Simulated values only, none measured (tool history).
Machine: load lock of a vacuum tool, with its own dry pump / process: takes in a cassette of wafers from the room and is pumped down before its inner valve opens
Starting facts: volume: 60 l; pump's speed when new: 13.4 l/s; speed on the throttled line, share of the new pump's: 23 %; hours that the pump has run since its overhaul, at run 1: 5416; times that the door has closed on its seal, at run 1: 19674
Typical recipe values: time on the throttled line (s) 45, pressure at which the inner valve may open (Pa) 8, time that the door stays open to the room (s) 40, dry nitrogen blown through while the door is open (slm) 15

run,hour,time on the throttled line (s),pressure at which the inner valve may open (Pa),time that the door stays open to the room (s),dry nitrogen blown through while the door is open (slm),hours that the pump has run since its overhaul,times that the door has closed on its seal,"incoming humidity of the room's air, %",time from the closed door until the inner valve may open (s),rise of the pressure with all valves shut (Pa/min)
1,0.0,45,8,40,15,5416,19674,44.6,76.9,0.014
2,525.6,45,8,40,15,5941,22148,45.8,77.0,0.018
3,832.7,45,8,40,15,6248,23594,43.0,78.3,0.008
4,1346.1,45,8,40,15,6762,26011,45.0,77.6,0.017
5,1649.9,45,8,40,15,7065,27441,44.7,77.5,0.016
6,1946.0,45,8,40,5,7362,28835,45.1,77.9,0.028
7,2401.0,45,8,40,5,7817,30977,45.3,76.7,0.027
8,2715.4,45,8,40,5,8131,32457,47.0,77.5,0.027
9,3136.6,55,8,40,15,8552,34440,42.4,85.0,0.008
10,3557.3,55,8,40,15,8973,36421,45.2,84.7,0.018
# hour 3976.6: door's seal changed, seat wiped
11,3976.6,55,8,40,15,9391,0,45.7,85.3,0.015
12,4507.4,45,13,40,15,9921,2498,44.5,75.3,0.008
13,4861.1,45,13,40,15,10275,4163,44.3,75.5,0.011
14,5344.7,81,8,40,15,10759,6440,44.7,105.2,0.008
15,5960.3,30,8,40,17,11374,9338,43.4,66.0,0.012
16,6268.8,27,11,198,7,11683,10791,43.0,62.3,0.055
17,6647.2,27,11,198,7,12061,12572,46.1,61.3,0.062
18,6930.2,24,6,114,7,12344,13904,43.7,62.2,0.046
19,7619.9,23,10,33,24,13034,17151,43.0,59.5,0.013
20,8199.7,69,10,26,18,13614,19881,48.2,95.4,0.016
21,8669.2,85,12,102,7,14083,22091,42.4,106.3,0.041
22,9224.4,85,12,102,7,14638,24705,46.6,106.8,0.045
23,9627.6,32,8,223,12,15042,26603,46.6,68.5,0.055
24,10010.3,32,8,223,12,15424,28405,45.9,67.3,0.053
25,10636.5,30,13,32,6,16051,31353,42.7,64.1,0.018
# hour 10877.0: dry pump taken out, an overhauled one fitted
26,11183.9,45,7,27,5,307,33902,46.2,78.2,0.020
27,11685.2,45,7,157,5,808,36262,43.4,77.5,0.062
# hour 12172.0: door's seal changed, seat wiped
28,12354.2,26,8,230,44,1476,858,48.3,63.1,0.025

What if the next run were any one of these 4? Each begins from the tool's condition after run 28:
A,12774.5,78,8,173,44,1896,2837,48.8,?,?
B,12774.5,54,15,230,44,1896,2837,44.8,?,?
C,12774.5,26,15,56,44,1896,2837,48.5,?,?
D,12774.5,26,8,230,21,1896,2837,49.2,?,?

run,time from the closed door until the inner valve may open (s),rise of the pressure with all valves shut (Pa/min)
A,102.8,0.019
B,81.7,0.024
C,59.9,0.011
D,62.6,0.039
Without the tool's unlogged condition, the same runs would have read:
run,time from the closed door until the inner valve may open (s),rise of the pressure with all valves shut (Pa/min)
A,102.8,0.019
B,81.7,0.024
C,59.9,0.011
D,62.6,0.039
